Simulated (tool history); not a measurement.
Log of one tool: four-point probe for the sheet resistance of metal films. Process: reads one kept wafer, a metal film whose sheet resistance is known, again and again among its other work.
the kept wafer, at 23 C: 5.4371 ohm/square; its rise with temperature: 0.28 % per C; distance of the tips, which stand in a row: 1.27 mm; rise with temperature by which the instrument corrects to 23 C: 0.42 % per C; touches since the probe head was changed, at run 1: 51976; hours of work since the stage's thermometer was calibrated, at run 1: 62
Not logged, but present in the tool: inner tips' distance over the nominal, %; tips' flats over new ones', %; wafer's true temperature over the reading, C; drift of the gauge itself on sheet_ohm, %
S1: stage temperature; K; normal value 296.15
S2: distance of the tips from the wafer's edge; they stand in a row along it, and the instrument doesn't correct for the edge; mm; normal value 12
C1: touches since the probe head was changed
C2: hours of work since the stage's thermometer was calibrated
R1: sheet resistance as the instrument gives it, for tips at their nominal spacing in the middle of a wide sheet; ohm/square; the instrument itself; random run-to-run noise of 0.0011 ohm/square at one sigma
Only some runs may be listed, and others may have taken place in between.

Run 1, hour 0.0: usual settings; C1 51976; C2 62. Result: R1 5.499620 ohm/square.
Run 2, hour 83.6: usual settings but S2 50 mm; C1 55015; C2 114. Result: R1 5.472473 ohm/square.
Run 3, hour 150.4: usual settings but S2 50 mm; C1 57446; C2 156. Result: R1 5.473404 ohm/square.
Run 4, hour 233.7: usual settings; C1 60476; C2 209. Result: R1 5.504947 ohm/square.
Run 5, hour 303.4: usual settings but S2 14 mm; C1 63012; C2 253. Result: R1 5.498763 ohm/square.
At hour 367.8: new probe head fitted.
Run 6, hour 367.8: usual settings but S2 14 mm; C1 0; C2 292. Result: R1 5.420966 ohm/square.
Run 7, hour 441.9: usual settings but S1 308.15 K; C1 2695; C2 339. Result: R1 5.347300 ohm/square.
Run 8, hour 531.2: usual settings but S1 297.15 K; C1 5943; C2 395. Result: R1 5.429356 ohm/square.
Run 9, hour 582.6: usual settings but S1 297.15 K; C1 7813; C2 428. Result: R1 5.428346 ohm/square.
Run 10, hour 640.5: usual settings but S1 297.15 K; C1 9920; C2 464. Result: R1 5.430657 ohm/square.
Run 11, hour 721.4: usual settings but S1 297.15 K; C1 12863; C2 515. Result: R1 5.432277 ohm/square.
Run 12, hour 801.3: usual settings but S1 297.15 K; C1 15769; C2 565. Result: R1 5.431214 ohm/square.
Run 13, hour 891.9: usual settings but S1 297.15 K; C1 19063; C2 622. Result: R1 5.434400 ohm/square.
Run 14, hour 959.8: usual settings but S2 5 mm; C1 21532; C2 665. Result: R1 5.593898 ohm/square.
Run 15, hour 999.3: usual settings but S1 305.15 K; C1 22967; C2 690. Result: R1 5.378405 ohm/square.
Run 16, hour 1073.6: usual settings but S1 302.15 K; C1 25673; C2 736. Result: R1 5.403963 ohm/square.
Run 17, hour 1127.3: usual settings but S1 302.15 K; C1 27623; C2 770. Result: R1 5.403343 ohm/square.
Run 18, hour 1216.2: usual settings but S1 302.15 K; C1 30857; C2 826. Result: R1 5.405181 ohm/square.
Run 19, hour 1283.7: usual settings; C1 33311; C2 868. Result: R1 5.450556 ohm/square.
Run 20, hour 1329.8: usual settings; C1 34990; C2 897. Result: R1 5.449748 ohm/square.
Run 21, hour 1414.5: usual settings; C1 38070; C2 951. Result: R1 5.453240 ohm/square.
Run 22, hour 1469.1: usual settings; C1 40057; C2 985. Result: R1 5.453286 ohm/square.
Run 23, hour 1542.8: usual settings; C1 42737; C2 1031. Result: R1 5.456140 ohm/square.
Run 24, hour 1630.8: usual settings; C1 45936; C2 1087. Result: R1 5.455733 ohm/square.
Run 25, hour 1712.1: usual settings but S1 292.15 K, S2 34 mm; C1 48893; C2 1138. Result: R1 5.460765 ohm/square.
Run 26, hour 1762.2: usual settings but S1 299.15 K, S2 21 mm; C1 50717; C2 1169. Result: R1 5.414422 ohm/square.
Run 27, hour 1824.4: usual settings but S1 301.15 K, S2 9 mm; C1 52976; C2 1208. Result: R1 5.448259 ohm/square.
Run 28, hour 1871.2: usual settings but S1 300.15 K, S2 9 mm; C1 54680; C2 1238. Result: R1 5.454324 ohm/square.
Run 29, hour 1947.2: usual settings but S2 4 mm; C1 57445; C2 1286. Result: R1 5.708437 ohm/square.
Run 30, hour 2025.9: usual settings but S2 60 mm; C1 60308; C2 1335. Result: R1 5.432536 ohm/square.
Run 31, hour 2088.7: usual settings but S1 299.15 K, S2 6 mm; C1 62590; C2 1375. Result: R1 5.537404 ohm/square.
At hour 2163.6: new probe head fitted.
Run 32, hour 2174.7: usual settings but S1 299.15 K, S2 6 mm; C1 401; C2 1428. Result: R1 5.555111 ohm/square.
Run 33, hour 2253.9: usual settings but S1 299.15 K, S2 6 mm; C1 3284; C2 1478. Result: R1 5.557565 ohm/square.
Run 34, hour 2324.7: usual settings but S1 299.15 K, S2 6 mm; C1 5859; C2 1522. Result: R1 5.557137 ohm/square.
Run 35, hour 2372.9: usual settings but S1 299.15 K, S2 70 mm; C1 7610; C2 1553. Result: R1 5.431756 ohm/square.
Run 36, hour 2458.1: usual settings but S1 295.15 K, S2 5 mm; C1 10711; C2 1606. Result: R1 5.646935 ohm/square.
Run 37, hour 2545.4: usual settings but S1 300.15 K, S2 4 mm; C1 13886; C2 1661. Result: R1 5.707346 ohm/square.
Run 38, hour 2582.5: usual settings but S1 294.15 K, S2 4 mm; C1 15236; C2 1684. Result: R1 5.754326 ohm/square.
Run 39, hour 2641.2: usual settings but S1 294.15 K, S2 4 mm; C1 17369; C2 1721. Result: R1 5.755530 ohm/square.
Run 40, hour 2678.6: usual settings but S2 36 mm; C1 18728; C2 1745. Result: R1 5.463432 ohm/square.
Run 41, hour 2723.1: usual settings but S2 36 mm; C1 20349; C2 1773. Result: R1 5.462788 ohm/square.
Run 42, hour 2782.6: usual settings but S1 292.15 K, S2 9 mm; C1 22513; C2 1810. Result: R1 5.550977 ohm/square.
Run 43, hour 2824.7: usual settings but S1 299.15 K, S2 38 mm; C1 24045; C2 1837. Result: R1 5.445000 ohm/square.
Run 44, hour 2872.0: usual settings but S1 297.15 K, S2 40 mm; C1 25763; C2 1866. Result: R1 5.457427 ohm/square.
Run 45, hour 2938.0: usual settings but S1 294.15 K, S2 4 mm; C1 28163; C2 1908. Result: R1 5.759767 ohm/square.

4 ways to go on from here, each from the tool as it stands after run 45. What would each give?
Run A, hour 3025.3: usual settings but S1 292.15 K, S2 5 mm; C1 31339; C2 1963. Result: R1 ?.
Run B, hour 3025.3: usual settings but S1 297.15 K, S2 11 mm; C1 31339; C2 1963. Result: R1 ?.
Run C, hour 3025.3: usual settings but S1 303.15 K, S2 6 mm; C1 31339; C2 1963. Result: R1 ?.
Run D, hour 3025.3: usual settings; C1 31339; C2 1963. Result: R1 ?.

run        R1
  A  5.682840
  B  5.498588
  C  5.543559
  D  5.499305
With the hidden condition removed and each run's random variation left untouched, the same runs would have given:
run        R1
  A  5.651958
  B  5.468818
  C  5.513747
  D  5.469500

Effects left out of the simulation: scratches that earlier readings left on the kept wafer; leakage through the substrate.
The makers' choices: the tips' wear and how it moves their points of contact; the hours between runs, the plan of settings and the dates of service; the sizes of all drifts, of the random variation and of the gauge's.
